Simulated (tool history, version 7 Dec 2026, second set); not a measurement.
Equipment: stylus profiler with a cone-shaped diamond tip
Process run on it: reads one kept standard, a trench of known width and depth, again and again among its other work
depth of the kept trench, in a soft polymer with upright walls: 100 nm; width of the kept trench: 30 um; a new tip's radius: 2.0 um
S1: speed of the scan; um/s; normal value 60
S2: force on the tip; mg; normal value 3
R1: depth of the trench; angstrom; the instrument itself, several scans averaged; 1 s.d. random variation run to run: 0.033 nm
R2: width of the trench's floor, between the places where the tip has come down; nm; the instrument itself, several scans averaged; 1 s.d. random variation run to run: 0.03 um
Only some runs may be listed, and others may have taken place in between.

Run 1, hour 0: usual settings. Result: R1 1011.2 angstrom, R2 28370 nm.
Run 2, hour 37.6: usual settings. Result: R1 1011.6 angstrom, R2 28400 nm.
Run 3, hour 60.4: usual settings. Result: R1 1010.8 angstrom, R2 28390 nm.
Run 4, hour 101: usual settings. Result: R1 1011.3 angstrom, R2 28410 nm.
Run 5, hour 137.4: usual settings but S2 1.75 mg. Result: R1 1008.2 angstrom, R2 28220 nm.
Run 6, hour 172.3: usual settings but S1 56 um/s, S2 1.75 mg. Result: R1 1007.7 angstrom, R2 28260 nm.
Run 7, hour 212.3: usual settings but S1 56 um/s, S2 1.75 mg. Result: R1 1008.2 angstrom, R2 28300 nm.
Run 8, hour 247.6: usual settings but S1 56 um/s, S2 1.75 mg. Result: R1 1008 angstrom, R2 28280 nm.
Run 9, hour 265: usual settings but S1 56 um/s, S2 1.75 mg. Result: R1 1008.4 angstrom, R2 28250 nm.
Run 10, hour 308.1: usual settings but S1 56 um/s, S2 1.75 mg. Result: R1 1008.7 angstrom, R2 28250 nm.
Run 11, hour 330.1: usual settings but S1 56 um/s, S2 1.75 mg. Result: R1 1008.2 angstrom, R2 28250 nm.
Run 12, hour 354.2: usual settings but S1 56 um/s, S2 1.75 mg. Result: R1 1008 angstrom, R2 28210 nm.
Run 13, hour 384.1: usual settings but S1 56 um/s, S2 1.75 mg. Result: R1 1008.3 angstrom, R2 28190 nm.
Run 14, hour 417: usual settings but S1 56 um/s, S2 1.75 mg. Result: R1 1008.7 angstrom, R2 28200 nm.
Run 15, hour 446.6: usual settings but S1 56 um/s, S2 1.75 mg. Result: R1 1008.1 angstrom, R2 28210 nm.
Run 16, hour 469.6: usual settings but S1 56 um/s, S2 2.41 mg. Result: R1 1010.4 angstrom, R2 28260 nm.
Run 17, hour 489.9: usual settings but S1 56 um/s, S2 2.41 mg. Result: R1 1010.3 angstrom, R2 28220 nm.
Run 18, hour 521.5: usual settings but S1 56 um/s, S2 2.41 mg. Result: R1 1010.1 angstrom, R2 28180 nm.
Run 19, hour 556.5: usual settings but S1 124 um/s. Result: R1 1011.6 angstrom, R2 27980 nm.
Run 20, hour 584.7: usual settings but S2 1.37 mg. Result: R1 1008 angstrom, R2 28130 nm.
Run 21, hour 624.6: usual settings but S2 1.37 mg. Result: R1 1007.3 angstrom, R2 28080 nm.
Run 22, hour 649.5: usual settings but S2 1.37 mg. Result: R1 1007.6 angstrom, R2 28070 nm.
Run 23, hour 673.6: usual settings but S2 5.58 mg. Result: R1 1016.8 angstrom, R2 28230 nm.
At hour 677.2: height scale calibrated on a step standard.
Run 24, hour 702.9: usual settings but S1 145 um/s, S2 8.43 mg. Result: R1 1022.8 angstrom, R2 28080 nm.
Run 25, hour 722.5: usual settings but S1 144 um/s, S2 2.57 mg. Result: R1 1011.5 angstrom, R2 27830 nm.
Run 26, hour 764.3: usual settings but S1 227 um/s, S2 2.57 mg. Result: R1 1011.2 angstrom, R2 27450 nm.
Run 27, hour 795.4: usual settings but S1 76 um/s, S2 3.94 mg. Result: R1 1014.2 angstrom, R2 28090 nm.
Run 28, hour 820.9: usual settings but S1 76 um/s, S2 1.66 mg. Result: R1 1008.6 angstrom, R2 27940 nm.
Run 29, hour 839.8: usual settings but S1 21 um/s, S2 3.69 mg. Result: R1 1013.2 angstrom, R2 28270 nm.
Run 30, hour 869.3: usual settings but S1 157 um/s, S2 6.64 mg. Result: R1 1019.2 angstrom, R2 27920 nm.
At hour 896.2: height scale calibrated on a step standard, once more.
Run 31, hour 899.2: usual settings but S1 71 um/s, S2 6.89 mg. Result: R1 1018.3 angstrom, R2 28150 nm.
Run 32, hour 935.8: usual settings but S1 71 um/s, S2 6.89 mg. Result: R1 1017.5 angstrom, R2 28150 nm.
Run 33, hour 974.9: usual settings but S1 217 um/s, S2 8.18 mg. Result: R1 1020.4 angstrom, R2 27860 nm.
Run 34, hour 1007.9: usual settings but S2 2.22 mg. Result: R1 1009.4 angstrom, R2 28050 nm.

For run 35, what comes out?
Run 35, hour 1040.3: usual settings but S1 26 um/s. Result: R1 ?, R2 ?.

{"run 35": {"R1": 1010.4, "R2": 28170}}
With the hidden condition absent and the run-to-run variation left alone, this run would have shown R1 1010.2 angstrom, R2 28650 nm.

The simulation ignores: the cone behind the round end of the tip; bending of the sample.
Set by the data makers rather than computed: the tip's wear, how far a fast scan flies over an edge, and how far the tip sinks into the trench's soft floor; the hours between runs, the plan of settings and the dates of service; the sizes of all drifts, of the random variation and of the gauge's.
